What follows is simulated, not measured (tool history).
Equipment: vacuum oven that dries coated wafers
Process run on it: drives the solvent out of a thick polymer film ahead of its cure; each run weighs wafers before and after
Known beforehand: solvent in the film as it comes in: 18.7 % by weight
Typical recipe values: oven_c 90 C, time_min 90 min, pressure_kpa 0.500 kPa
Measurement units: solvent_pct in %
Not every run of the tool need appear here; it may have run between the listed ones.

{"run": 1, "day": 0.0, "oven_c": 90, "time_min": 90, "pressure_kpa": 0.5, "solvent_pct": 1.29}
{"run": 2, "day": 0.288, "oven_c": 90, "time_min": 90, "pressure_kpa": 0.5, "solvent_pct": 1.26}
{"run": 3, "day": 0.821, "oven_c": 82, "time_min": 90, "pressure_kpa": 0.5, "solvent_pct": 2.97}
{"run": 4, "day": 1.196, "oven_c": 82, "time_min": 90, "pressure_kpa": 0.5, "solvent_pct": 2.83}
{"run": 5, "day": 1.7, "oven_c": 82, "time_min": 90, "pressure_kpa": 0.5, "solvent_pct": 2.93}
{"run": 6, "day": 2.196, "oven_c": 96, "time_min": 90, "pressure_kpa": 0.5, "solvent_pct": 0.7}
{"run": 7, "day": 2.492, "oven_c": 96, "time_min": 90, "pressure_kpa": 0.5, "solvent_pct": 0.77}
{"run": 8, "day": 2.958, "oven_c": 96, "time_min": 90, "pressure_kpa": 0.5, "solvent_pct": 0.69}
{"run": 9, "day": 3.212, "oven_c": 96, "time_min": 90, "pressure_kpa": 0.5, "solvent_pct": 0.64}
{"run": 10, "day": 3.462, "oven_c": 96, "time_min": 90, "pressure_kpa": 0.5, "solvent_pct": 0.76}
{"run": 11, "day": 3.817, "oven_c": 96, "time_min": 90, "pressure_kpa": 0.5, "solvent_pct": 0.75}
{"run": 12, "day": 4.233, "oven_c": 96, "time_min": 90, "pressure_kpa": 0.5, "solvent_pct": 0.73}
{"run": 13, "day": 4.567, "oven_c": 96, "time_min": 90, "pressure_kpa": 0.5, "solvent_pct": 0.77}
{"run": 14, "day": 4.988, "oven_c": 88, "time_min": 45, "pressure_kpa": 0.921, "solvent_pct": 4.84}
{"run": 15, "day": 5.525, "oven_c": 104, "time_min": 158, "pressure_kpa": 1.349, "solvent_pct": 0.86}
{"run": 16, "day": 5.754, "oven_c": 104, "time_min": 158, "pressure_kpa": 1.349, "solvent_pct": 0.87}
{"run": 17, "day": 6.15, "oven_c": 97, "time_min": 59, "pressure_kpa": 1.975, "solvent_pct": 2.34}
{"run": 18, "day": 6.454, "oven_c": 90, "time_min": 102, "pressure_kpa": 0.634, "solvent_pct": 1.25}
{"day": 6.571, "done": "vacuum gauge cleaned of residue and calibrated"}
{"run": 19, "day": 6.783, "oven_c": 82, "time_min": 65, "pressure_kpa": 0.5, "solvent_pct": 4.55}
{"run": 20, "day": 7.042, "oven_c": 82, "time_min": 153, "pressure_kpa": 1.007, "solvent_pct": 2.03}
{"run": 21, "day": 7.496, "oven_c": 82, "time_min": 153, "pressure_kpa": 1.007, "solvent_pct": 2.02}
{"run": 22, "day": 7.892, "oven_c": 82, "time_min": 153, "pressure_kpa": 1.007, "solvent_pct": 2.1}
{"run": 23, "day": 8.292, "oven_c": 82, "time_min": 98, "pressure_kpa": 0.942, "solvent_pct": 3.17}
{"day": 8.492, "done": "vacuum gauge cleaned of residue and calibrated, once more"}
{"run": 24, "day": 8.867, "oven_c": 85, "time_min": 47, "pressure_kpa": 0.942, "solvent_pct": 5.31}
{"run": 25, "day": 9.15, "oven_c": 85, "time_min": 47, "pressure_kpa": 0.942, "solvent_pct": 5.35}

What if the next run were any one of these 5? Each begins from the tool's condition after run 25:
{"run": "A", "day": 9.646, "oven_c": 105, "time_min": 83, "pressure_kpa": 0.5, "solvent_pct": "?"}
{"run": "B", "day": 9.646, "oven_c": 103, "time_min": 132, "pressure_kpa": 1.775, "solvent_pct": "?"}
{"run": "C", "day": 9.646, "oven_c": 85, "time_min": 75, "pressure_kpa": 0.942, "solvent_pct": "?"}
{"run": "D", "day": 9.646, "oven_c": 97, "time_min": 90, "pressure_kpa": 1.674, "solvent_pct": "?"}
{"run": "E", "day": 9.646, "oven_c": 96, "time_min": 153, "pressure_kpa": 0.583, "solvent_pct": "?"}

run=A solvent_pct=0.26
run=B solvent_pct=1.10
run=C solvent_pct=3.17
run=D solvent_pct=1.38
run=E solvent_pct=0.42
Without the tool's unlogged condition, the same runs would have read:
run=A solvent_pct=0.33
run=B solvent_pct=1.20
run=C solvent_pct=3.80
run=D solvent_pct=1.61
run=E solvent_pct=0.48

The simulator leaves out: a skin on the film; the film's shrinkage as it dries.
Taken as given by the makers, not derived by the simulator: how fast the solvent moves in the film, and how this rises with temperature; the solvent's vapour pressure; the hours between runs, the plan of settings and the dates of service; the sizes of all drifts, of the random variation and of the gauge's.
